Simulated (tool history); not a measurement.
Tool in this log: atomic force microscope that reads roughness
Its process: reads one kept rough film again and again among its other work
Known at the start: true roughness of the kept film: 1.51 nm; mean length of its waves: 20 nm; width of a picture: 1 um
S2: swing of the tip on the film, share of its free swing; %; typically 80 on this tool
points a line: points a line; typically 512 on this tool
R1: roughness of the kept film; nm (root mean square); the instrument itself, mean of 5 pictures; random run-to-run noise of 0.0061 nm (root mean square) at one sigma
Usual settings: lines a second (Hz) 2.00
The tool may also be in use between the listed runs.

Run 1, hour 0.0: usual settings. Result: R1 0.925 nm (root mean square).
Run 2, hour 8.7: usual settings. Result: R1 0.910 nm (root mean square).
At hour 11.8: new tip fitted.
Run 3, hour 15.8: usual settings but lines a second (Hz) 1.68. Result: R1 1.191 nm (root mean square).
Run 4, hour 26.7: usual settings but lines a second (Hz) 1.68. Result: R1 1.164 nm (root mean square).
Run 5, hour 36.7: usual settings. Result: R1 1.119 nm (root mean square).
Run 6, hour 48.6: usual settings but points a line 720. Result: R1 1.097 nm (root mean square).
Run 7, hour 57.2: usual settings. Result: R1 1.099 nm (root mean square).
Run 8, hour 70.4: usual settings. Result: R1 1.069 nm (root mean square).
Run 9, hour 77.0: usual settings. Result: R1 1.053 nm (root mean square).
Run 10, hour 86.7: usual settings but points a line 272. Result: R1 1.018 nm (root mean square).
Run 11, hour 93.3: usual settings but points a line 272. Result: R1 1.016 nm (root mean square).
Run 12, hour 103.9: usual settings but points a line 272. Result: R1 0.995 nm (root mean square).
Run 13, hour 118.9: usual settings but lines a second (Hz) 2.11. Result: R1 0.992 nm (root mean square).
Run 14, hour 133.0: usual settings but lines a second (Hz) 2.11. Result: R1 0.973 nm (root mean square).
Run 15, hour 140.5: usual settings but lines a second (Hz) 2.73, S2 55 %, points a line 942. Result: R1 1.095 nm (root mean square).
Run 16, hour 154.0: usual settings but lines a second (Hz) 1.00, S2 55 %, points a line 445. Result: R1 1.095 nm (root mean square).
Run 17, hour 162.2: usual settings but lines a second (Hz) 1.00, S2 55 %, points a line 445. Result: R1 1.080 nm (root mean square).
Run 18, hour 174.9: usual settings but lines a second (Hz) 1.28, S2 72 %, points a line 913. Result: R1 1.018 nm (root mean square).
Run 19, hour 183.1: usual settings but lines a second (Hz) 1.28, S2 72 %, points a line 913. Result: R1 1.012 nm (root mean square).
At hour 184.8: height scale calibrated on a step standard.
At hour 195.3: new tip fitted.
Run 20, hour 198.1: usual settings but lines a second (Hz) 1.24, S2 57 %, points a line 356. Result: R1 1.295 nm (root mean square).
Run 21, hour 207.1: usual settings but lines a second (Hz) 3.54, S2 69 %, points a line 472. Result: R1 1.145 nm (root mean square).
Run 22, hour 213.6: usual settings but lines a second (Hz) 3.54, S2 69 %, points a line 472. Result: R1 1.126 nm (root mean square).
Run 23, hour 227.9: usual settings but lines a second (Hz) 0.53, S2 65 %, points a line 984. Result: R1 1.253 nm (root mean square).
Run 24, hour 236.2: usual settings but lines a second (Hz) 0.90, points a line 297. Result: R1 1.164 nm (root mean square).
Run 25, hour 248.7: usual settings but points a line 1018. Result: R1 1.083 nm (root mean square).
Run 26, hour 255.1: usual settings but S2 63 %, points a line 265. Result: R1 1.127 nm (root mean square).
Run 27, hour 264.5: usual settings but lines a second (Hz) 0.50, S2 77 %, points a line 312. Result: R1 1.159 nm (root mean square).

Below, each run's measurement less what the same run would have read without the hidden state. Both values contain the same run-to-run variation, but the gauge's scatter may not be the same in both:
What the log doesn't record here: radius of the tip, nm; height scale over the true one, %; drift of the gauge itself on roughness_nm, %.
run      R1
  1  -0.237
  2  -0.247
  3  -0.009
  4  -0.029
  5  -0.043
  6  -0.063
  7  -0.079
  8  -0.097
  9  -0.108
 10  -0.118
 11  -0.126
 12  -0.139
 13  -0.163
 14  -0.177
 15  -0.213
 16  -0.236
 17  -0.246
 18  -0.254
 19  -0.263
 20  -0.017
 21  -0.030
 22  -0.040
 23  -0.071
 24  -0.079
 25  -0.093
 26  -0.108
 27  -0.126
